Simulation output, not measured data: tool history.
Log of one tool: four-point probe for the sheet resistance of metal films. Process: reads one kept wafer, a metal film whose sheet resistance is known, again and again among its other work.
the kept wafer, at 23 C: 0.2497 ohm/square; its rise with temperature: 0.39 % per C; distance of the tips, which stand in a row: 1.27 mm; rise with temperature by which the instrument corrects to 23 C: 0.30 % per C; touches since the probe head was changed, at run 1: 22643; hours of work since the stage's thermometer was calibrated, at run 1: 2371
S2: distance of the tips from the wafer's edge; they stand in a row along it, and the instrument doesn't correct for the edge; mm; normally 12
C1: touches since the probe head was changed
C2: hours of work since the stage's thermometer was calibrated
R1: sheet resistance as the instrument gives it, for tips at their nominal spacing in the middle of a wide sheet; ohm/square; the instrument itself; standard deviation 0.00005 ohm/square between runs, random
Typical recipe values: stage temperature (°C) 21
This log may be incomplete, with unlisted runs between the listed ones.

run 1 hour=0 | stage_temperature_(°C)=21 S2=12 | C1=22643 C2=2371 | R1=0.251439
run 2 hour=34.8 | stage_temperature_(°C)=21 S2=12 | C1=23628 C2=2398 | R1=0.251525
run 3 hour=70 | stage_temperature_(°C)=21 S2=12 | C1=24626 C2=2426 | R1=0.251537
run 4 hour=108.4 | stage_temperature_(°C)=21 S2=12 | C1=25713 C2=2456 | R1=0.251532
run 5 hour=167.2 | stage_temperature_(°C)=21 S2=30 | C1=27376 C2=2502 | R1=0.250433
-- hour=190.2 stage's thermometer calibrated
run 6 hour=202.6 | stage_temperature_(°C)=21 S2=30 | C1=28365 C2=10 | R1=0.250673
run 7 hour=234.9 | stage_temperature_(°C)=21 S2=11 | C1=29280 C2=35 | R1=0.252184
run 8 hour=274.6 | stage_temperature_(°C)=21 S2=11 | C1=30404 C2=66 | R1=0.252373
-- hour=293 stage's thermometer calibrated, once more
run 9 hour=329.8 | stage_temperature_(°C)=21 S2=11 | C1=31955 C2=29 | R1=0.251155
run 10 hour=378.8 | stage_temperature_(°C)=19 S2=12 | C1=33341 C2=67 | R1=0.250528
run 11 hour=435.5 | stage_temperature_(°C)=21 S2=12 | C1=34946 C2=112 | R1=0.250845
run 12 hour=486.8 | stage_temperature_(°C)=21 S2=12 | C1=36400 C2=152 | R1=0.250908
run 13 hour=529.3 | stage_temperature_(°C)=18 S2=12 | C1=37604 C2=186 | R1=0.250395
run 14 hour=572.8 | stage_temperature_(°C)=18 S2=12 | C1=38835 C2=220 | R1=0.250372
run 15 hour=602 | stage_temperature_(°C)=18 S2=12 | C1=39663 C2=243 | R1=0.250445
run 16 hour=636.6 | stage_temperature_(°C)=18 S2=12 | C1=40643 C2=270 | R1=0.250437
run 17 hour=671.8 | stage_temperature_(°C)=18 S2=12 | C1=41639 C2=297 | R1=0.250454
run 18 hour=705.3 | stage_temperature_(°C)=18 S2=12 | C1=42588 C2=324 | R1=0.25051
run 19 hour=759.3 | stage_temperature_(°C)=21 S2=12 | C1=44118 C2=366 | R1=0.251107
run 20 hour=804 | stage_temperature_(°C)=21 S2=12 | C1=45383 C2=401 | R1=0.251133
run 21 hour=849 | stage_temperature_(°C)=21 S2=12 | C1=46656 C2=436 | R1=0.251151
run 22 hour=912.3 | stage_temperature_(°C)=21 S2=12 | C1=48450 C2=486 | R1=0.251217
run 23 hour=973.7 | stage_temperature_(°C)=21 S2=12 | C1=50187 C2=534 | R1=0.251259
run 24 hour=1015 | stage_temperature_(°C)=21 S2=12 | C1=51358 C2=567 | R1=0.251247
run 25 hour=1052.7 | stage_temperature_(°C)=21 S2=12 | C1=52427 C2=596 | R1=0.251257
run 26 hour=1111.4 | stage_temperature_(°C)=21 S2=12 | C1=54089 C2=642 | R1=0.251288
run 27 hour=1172.2 | stage_temperature_(°C)=27 S2=9 | C1=55811 C2=690 | R1=0.253799
run 28 hour=1212 | stage_temperature_(°C)=27 S2=9 | C1=56936 C2=721 | R1=0.253808
run 29 hour=1239.1 | stage_temperature_(°C)=22 S2=12 | C1=57704 C2=743 | R1=0.251615
run 30 hour=1297.3 | stage_temperature_(°C)=24 S2=34 | C1=59353 C2=788 | R1=0.250656
run 31 hour=1331 | stage_temperature_(°C)=24 S2=34 | C1=60308 C2=815 | R1=0.250746
run 32 hour=1362.5 | stage_temperature_(°C)=18 S2=24 | C1=61200 C2=840 | R1=0.249779
run 33 hour=1402.9 | stage_temperature_(°C)=22 S2=4 | C1=62342 C2=871 | R1=0.262936
run 34 hour=1441.3 | stage_temperature_(°C)=21 S2=19 | C1=63430 C2=901 | R1=0.250638
run 35 hour=1479.3 | stage_temperature_(°C)=18 S2=7 | C1=64505 C2=931 | R1=0.253785
run 36 hour=1508.6 | stage_temperature_(°C)=30 S2=36 | C1=65335 C2=954 | R1=0.251989
run 37 hour=1570 | stage_temperature_(°C)=30 S2=36 | C1=67075 C2=1002 | R1=0.252089
run 38 hour=1598.3 | stage_temperature_(°C)=26 S2=5 | C1=67877 C2=1025 | R1=0.259517
run 39 hour=1632.6 | stage_temperature_(°C)=22 S2=10 | C1=68848 C2=1051 | R1=0.252595
run 40 hour=1672.3 | stage_temperature_(°C)=24 S2=38 | C1=69973 C2=1083 | R1=0.250946
run 41 hour=1727.6 | stage_temperature_(°C)=24 S2=38 | C1=71538 C2=1126 | R1=0.250967
run 42 hour=1783 | stage_temperature_(°C)=30 S2=66 | C1=73106 C2=1170 | R1=0.252082
run 43 hour=1845.5 | stage_temperature_(°C)=25 S2=4 | C1=74876 C2=1219 | R1=0.263973
run 44 hour=1871.3 | stage_temperature_(°C)=20 S2=6 | C1=75606 C2=1239 | R1=0.255906
run 45 hour=1913.2 | stage_temperature_(°C)=26 S2=6 | C1=76794 C2=1272 | R1=0.257247

Pick out some run-to-run changes in R1. Of each, how much would a tool without hidden state show as well, from the settings, what came in and chance, and how much is left for the hidden state and any gauge scatter not in both results compared?
What the log doesn't record here: inner tips' distance over the nominal, %; tips' flats over new ones', %; wafer's true temperature over the reading, C; drift of the gauge itself on sheet_ohm, %.
Run 5 -> 6: stage's thermometer calibrated. R1 +0.00024 ohm/square: hidden state +0.000325, all else -0.000085.
Run 8 -> 9: stage's thermometer calibrated, once more. R1 -0.001218 ohm/square: hidden state -0.001045, all else -0.000173.
Run 32 -> 33: stage temperature (°C) 18 -> 22, S2 24 -> 4. R1 +0.013157 ohm/square: hidden state +0.000056, all else +0.013101.
Run 33 -> 34: stage temperature (°C) 22 -> 21, S2 4 -> 19. R1 -0.012298 ohm/square: hidden state -0.000011, all else -0.012287.
Run 42 -> 43: stage temperature (°C) 30 -> 25, S2 66 -> 4. R1 +0.011891 ohm/square: hidden state +0.000086, all else +0.011805.
